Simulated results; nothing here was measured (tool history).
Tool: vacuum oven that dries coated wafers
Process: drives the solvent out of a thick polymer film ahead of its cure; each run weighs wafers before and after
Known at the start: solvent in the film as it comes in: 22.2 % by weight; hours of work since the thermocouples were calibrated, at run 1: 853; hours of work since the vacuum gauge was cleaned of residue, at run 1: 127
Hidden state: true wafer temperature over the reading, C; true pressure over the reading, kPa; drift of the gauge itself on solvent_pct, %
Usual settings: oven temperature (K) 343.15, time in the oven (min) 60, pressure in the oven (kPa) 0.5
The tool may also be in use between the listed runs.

run	day	oven temperature (K)	time in the oven (min)	pressure in the oven (kPa)	hours of work since the thermocouples were calibrated	hours of work since the vacuum gauge was cleaned of residue	solvent left in the film (%)
1	0	343.15	60	0.5	853	127	3.205
2	0.754	343.15	60	0.5	861	135	3.196
3	1.15	343.15	60	0.5	866	139	3.201
4	1.867	343.15	60	0.5	873	147	3.199
5	2.5	343.15	60	0.5	880	154	3.204
6	3.029	343.15	60	0.5	886	159	3.204
7	3.588	343.15	65	0.5	892	165	2.769
8	4.058	343.15	60	0.5	897	170	3.19
9	4.825	343.15	60	0.5	905	179	3.194
10	5.225	343.15	60	0.5	910	183	3.19
11	6.038	343.15	60	0.5	918	192	3.191
12	6.667	343.15	60	0.5	925	198	3.195
13	7.308	343.15	60	0.5	932	205	3.182
14	7.708	328.15	60	0.5	936	210	7.93
15	8.412	328.15	60	0.5	944	217	7.93
16	9.012	328.15	60	0.5	950	224	7.923
17	9.525	343.15	60	0.5	956	229	3.188
18	9.962	343.15	60	1.264	961	234	3.542
19	10.683	341.15	60	0.5	968	242	3.714
20	11.35	341.15	60	0.5	976	249	3.724
21	11.925	341.15	60	0.5	982	255	3.721
22	12.596	341.15	60	0.5	989	262	3.724
23	13.129	343.15	60	0.5	995	268	3.196
24	13.954	343.15	60	0.5	1004	277	3.162
25	14.617	343.15	60	0.5	1011	284	3.178
26	15.146	343.15	33	0.483	1016	290	6.841
27	15.625	339.15	34	1.5	1022	295	8.309
28	16	356.15	60	0.5	1026	299	0.847
29	16.767	338.15	54	0.43	1034	307	5.229
30	17.15	338.15	54	0.43	1038	311	5.204
31	17.592	343.15	85	0.5	1043	316	1.632
32	18.233	347.15	85	1.769	1050	323	1.577
33	18.771	344.15	60	1.009	1056	329	3.147
34	19.342	342.15	81	0.488	1062	335	2
35	19.779	334.15	81	0.49	1066	340	4.031
36	20.567	342.15	49	1.312	1075	348	4.955
37	21.038	342.15	49	1.312	1080	353	4.966
38	21.375	343.15	39	0.714	1084	357	5.825
39	22.138	328.15	64	1.257	1092	365	7.989
40	22.958	342.15	37	0.397	1101	374	6.358
41	23.525	353.15	40	0.908	1107	380	2.973
# day 23.783: oven's thermocouples calibrated
42	24.079	353.15	40	0.908	3	385	3.222
43	24.646	349.15	71	0.5	9	391	1.443
44	25.083	349.15	40	0.5	14	396	4.133
45	25.75	349.15	40	0.5	21	403	4.133
46	26.546	350.15	55	0.25	30	412	2.148
47	27.15	330.15	67	1.023	36	418	7.232

How the hidden state differs across the entries between the runs, from the last listed run before each to the first after it:
Between runs 41 and 42: oven's thermocouples calibrated (day 23.783)
  true wafer temperature over the reading, C: 0.57 -> -0.55; true pressure over the reading, kPa: 0.058 -> 0.059
  measured less the result without the state, solvent left in the film (%): -0.118 -> +0.15
